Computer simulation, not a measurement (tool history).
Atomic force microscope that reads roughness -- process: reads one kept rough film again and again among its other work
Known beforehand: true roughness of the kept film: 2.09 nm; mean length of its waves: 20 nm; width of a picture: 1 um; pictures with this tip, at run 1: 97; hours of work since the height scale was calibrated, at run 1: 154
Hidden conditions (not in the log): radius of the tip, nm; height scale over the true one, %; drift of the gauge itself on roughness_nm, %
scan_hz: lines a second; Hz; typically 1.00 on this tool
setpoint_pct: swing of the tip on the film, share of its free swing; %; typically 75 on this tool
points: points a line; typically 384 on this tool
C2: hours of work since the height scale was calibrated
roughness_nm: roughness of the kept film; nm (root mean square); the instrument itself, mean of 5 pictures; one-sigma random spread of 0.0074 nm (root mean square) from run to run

Run 1, hour 0.0: usual settings; pictures with this tip 97; C2 154. Result: roughness_nm 1.346 nm (root mean square).
Run 2, hour 19.0: usual settings; pictures with this tip 129; C2 164. Result: roughness_nm 1.269 nm (root mean square).
Run 3, hour 35.3: usual settings; pictures with this tip 156; C2 172. Result: roughness_nm 1.219 nm (root mean square).
Run 4, hour 52.9: usual settings; pictures with this tip 186; C2 181. Result: roughness_nm 1.174 nm (root mean square).
Run 5, hour 64.3: usual settings; pictures with this tip 205; C2 187. Result: roughness_nm 1.132 nm (root mean square).
Run 6, hour 75.6: usual settings; pictures with this tip 224; C2 193. Result: roughness_nm 1.112 nm (root mean square).
Run 7, hour 85.4: usual settings; pictures with this tip 240; C2 198. Result: roughness_nm 1.078 nm (root mean square).
Run 8, hour 99.6: usual settings; pictures with this tip 264; C2 205. Result: roughness_nm 1.050 nm (root mean square).
Run 9, hour 110.6: usual settings; pictures with this tip 283; C2 211. Result: roughness_nm 1.025 nm (root mean square).
Run 10, hour 121.7: usual settings; pictures with this tip 301; C2 217. Result: roughness_nm 1.003 nm (root mean square).
At hour 139.3: new tip fitted.
Run 11, hour 142.5: usual settings but scan_hz 0.69 Hz; pictures with this tip 5; C2 227. Result: roughness_nm 1.574 nm (root mean square).
Run 12, hour 151.4: usual settings but scan_hz 0.69 Hz, setpoint_pct 61 %; pictures with this tip 20; C2 231. Result: roughness_nm 1.582 nm (root mean square).
Run 13, hour 163.0: usual settings but setpoint_pct 74 %; pictures with this tip 40; C2 237. Result: roughness_nm 1.449 nm (root mean square).
Run 14, hour 177.6: usual settings but points 346; pictures with this tip 64; C2 245. Result: roughness_nm 1.370 nm (root mean square).
Run 15, hour 191.4: usual settings but points 346; pictures with this tip 87; C2 252. Result: roughness_nm 1.315 nm (root mean square).
Run 16, hour 202.0: usual settings but points 346; pictures with this tip 105; C2 257. Result: roughness_nm 1.268 nm (root mean square).
Run 17, hour 215.6: usual settings; pictures with this tip 128; C2 264. Result: roughness_nm 1.222 nm (root mean square).
Run 18, hour 228.5: usual settings but setpoint_pct 88 %; pictures with this tip 150; C2 271. Result: roughness_nm 1.109 nm (root mean square).
Run 19, hour 249.1: usual settings but setpoint_pct 88 %; pictures with this tip 184; C2 282. Result: roughness_nm 1.058 nm (root mean square).
Run 20, hour 264.6: usual settings but setpoint_pct 88 %; pictures with this tip 211; C2 290. Result: roughness_nm 1.014 nm (root mean square).
Run 21, hour 282.3: usual settings but points 432; pictures with this tip 240; C2 299. Result: roughness_nm 1.053 nm (root mean square).
Run 22, hour 301.2: usual settings but scan_hz 3.62 Hz, setpoint_pct 88 %, points 434; pictures with this tip 272; C2 308. Result: roughness_nm 0.691 nm (root mean square).
At hour 304.1: height scale calibrated on a step standard.
Run 23, hour 319.5: usual settings but setpoint_pct 71 %, points 569; pictures with this tip 301; C2 8. Result: roughness_nm 0.999 nm (root mean square).
Run 24, hour 328.4: usual settings but scan_hz 3.65 Hz, setpoint_pct 87 %; pictures with this tip 316; C2 12. Result: roughness_nm 0.658 nm (root mean square).
At hour 337.2: new tip fitted.
At hour 342.3: height scale calibrated on a step standard, once more.
Run 25, hour 345.3: usual settings but scan_hz 0.85 Hz, setpoint_pct 65 %, points 871; pictures with this tip 12; C2 2. Result: roughness_nm 1.616 nm (root mean square).
Run 26, hour 358.8: usual settings but scan_hz 0.71 Hz; pictures with this tip 35; C2 8. Result: roughness_nm 1.496 nm (root mean square).
Run 27, hour 367.2: usual settings but scan_hz 0.71 Hz, points 334; pictures with this tip 49; C2 13. Result: roughness_nm 1.456 nm (root mean square).
Run 28, hour 385.2: usual settings but scan_hz 1.12 Hz, points 816; pictures with this tip 79; C2 22. Result: roughness_nm 1.355 nm (root mean square).
Run 29, hour 396.2: usual settings but scan_hz 1.12 Hz, points 816; pictures with this tip 98; C2 28. Result: roughness_nm 1.325 nm (root mean square).
Run 30, hour 405.2: usual settings but scan_hz 1.12 Hz, points 816; pictures with this tip 113; C2 32. Result: roughness_nm 1.284 nm (root mean square).

Predict the results of run 31:
Run 31, hour 418.4: usual settings but scan_hz 0.57 Hz, points 489; pictures with this tip 135; C2 39. Result: roughness_nm ?.

Logged for run 31: roughness_nm 1.293 nm (root mean square).
If the tool had no hidden condition, the same run with the same run-to-run variation would have returned roughness_nm 1.640 nm (root mean square).
